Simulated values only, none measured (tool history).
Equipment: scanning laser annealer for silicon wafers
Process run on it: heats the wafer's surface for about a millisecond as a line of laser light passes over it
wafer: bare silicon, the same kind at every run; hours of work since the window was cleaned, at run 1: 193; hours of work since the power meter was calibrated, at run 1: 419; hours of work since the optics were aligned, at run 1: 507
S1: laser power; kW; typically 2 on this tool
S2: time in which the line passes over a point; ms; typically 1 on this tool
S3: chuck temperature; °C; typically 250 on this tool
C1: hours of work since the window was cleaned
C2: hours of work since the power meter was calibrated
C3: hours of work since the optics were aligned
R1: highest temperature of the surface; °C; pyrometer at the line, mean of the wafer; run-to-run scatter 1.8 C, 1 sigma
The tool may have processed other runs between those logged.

Run 1, hour 0: usual settings; C1 193; C2 419; C3 507. Result: R1 941 °C.
Run 2, hour 16.5: usual settings; C1 204; C2 429; C3 518. Result: R1 942 °C.
Run 3, hour 27.8: usual settings; C1 212; C2 437; C3 525. Result: R1 943 °C.
Run 4, hour 44.6: usual settings but S2 0.86 ms; C1 223; C2 448; C3 536. Result: R1 889 °C.
Run 5, hour 59.2: usual settings but S2 0.86 ms; C1 232; C2 457; C3 546. Result: R1 888 °C.
Run 6, hour 73.9: usual settings but S1 1.722 kW; C1 242; C2 467; C3 556. Result: R1 835 °C.
Run 7, hour 84.4: usual settings but S2 0.95 ms; C1 249; C2 474; C3 562. Result: R1 922 °C.
Run 8, hour 91.9: usual settings but S1 1.784 kW; C1 253; C2 479; C3 567. Result: R1 857 °C.
Run 9, hour 108.3: usual settings but S1 1.784 kW; C1 264; C2 489; C3 578. Result: R1 855 °C.
Run 10, hour 124.2: usual settings but S1 1.784 kW; C1 275; C2 500; C3 588. Result: R1 856 °C.
Run 11, hour 135.6: usual settings but S1 1.995 kW; C1 282; C2 507; C3 596. Result: R1 938 °C.
Run 12, hour 144: usual settings but S1 1.995 kW; C1 287; C2 513; C3 601. Result: R1 937 °C.
Run 13, hour 156.5: usual settings but S1 1.995 kW; C1 296; C2 521; C3 610. Result: R1 934 °C.
Run 14, hour 167.2: usual settings but S1 1.995 kW; C1 303; C2 528; C3 616. Result: R1 934 °C.
Run 15, hour 175.9: usual settings; C1 308; C2 534; C3 622. Result: R1 938 °C.
At hour 179.9: laser's power meter calibrated.
Run 16, hour 186.5: usual settings but S3 246 °C; C1 313; C2 4; C3 627. Result: R1 936 °C.
Run 17, hour 202.3: usual settings but S3 269 °C; C1 324; C2 15; C3 637. Result: R1 956 °C.
Run 18, hour 217.5: usual settings but S3 269 °C; C1 334; C2 25; C3 647. Result: R1 953 °C.
Run 19, hour 231.5: usual settings but S3 269 °C; C1 343; C2 34; C3 657. Result: R1 952 °C.
At hour 244.4: laser's power meter calibrated, once more.
Run 20, hour 249.3: usual settings but S1 2.04 kW; C1 352; C2 3; C3 666. Result: R1 950 °C.
Run 21, hour 264.2: usual settings but S1 2.04 kW; C1 362; C2 13; C3 676. Result: R1 949 °C.
Run 22, hour 278.6: usual settings but S1 1.949 kW, S3 280 °C; C1 372; C2 22; C3 685. Result: R1 945 °C.
Run 23, hour 290: usual settings but S1 1.949 kW, S3 274 °C; C1 379; C2 30; C3 693. Result: R1 939 °C.
Run 24, hour 300.2: usual settings but S1 1.988 kW; C1 386; C2 37; C3 699. Result: R1 925 °C.
Run 25, hour 316.5: usual settings but S1 1.712 kW, S3 224 °C; C1 396; C2 47; C3 710. Result: R1 797 °C.
Run 26, hour 327.3: usual settings but S1 1.81 kW, S2 0.76 ms, S3 260 °C; C1 403; C2 54; C3 717. Result: R1 784 °C.
Run 27, hour 342.7: usual settings but S2 0.72 ms, S3 224 °C; C1 413; C2 64; C3 727. Result: R1 792 °C.
Run 28, hour 359.1: usual settings but S1 2.164 kW, S2 1.14 ms, S3 234 °C; C1 424; C2 75; C3 738. Result: R1 1036 °C.
Run 29, hour 367.7: usual settings but S1 2.164 kW, S2 0.71 ms, S3 240 °C; C1 430; C2 81; C3 744. Result: R1 853 °C.
Run 30, hour 381.8: usual settings but S1 1.764 kW, S2 1.18 ms, S3 231 °C; C1 439; C2 90; C3 753. Result: R1 877 °C.
Run 31, hour 395.5: usual settings but S2 0.82 ms, S3 239 °C; C1 448; C2 99; C3 762. Result: R1 848 °C.
Run 32, hour 410.3: usual settings but S1 1.704 kW, S2 1.25 ms, S3 266 °C; C1 458; C2 108; C3 771. Result: R1 909 °C.
Run 33, hour 420.7: usual settings but S1 1.704 kW, S2 1.25 ms, S3 266 °C; C1 464; C2 115; C3 778. Result: R1 905 °C.

Same runs, no hidden state in the tool, same run-to-run variation:
Hidden conditions of the tool in this case: light that passes the window, % of a clean one's; laser's true power over the reading, %; width of the line over the set one, %; drift of the gauge itself on peak_c, C.
run    R1
  1   958
  2   959
  3   961
  4   905
  5   905
  6   851
  7   941
  8   875
  9   873
 10   875
 11   960
 12   960
 13   957
 14   957
 15   961
 16   958
 17   979
 18   977
 19   976
 20   977
 21   977
 22   972
 23   966
 24   954
 25   821
 26   807
 27   817
 28  1072
 29   881
 30   908
 31   877
 32   940
 33   937
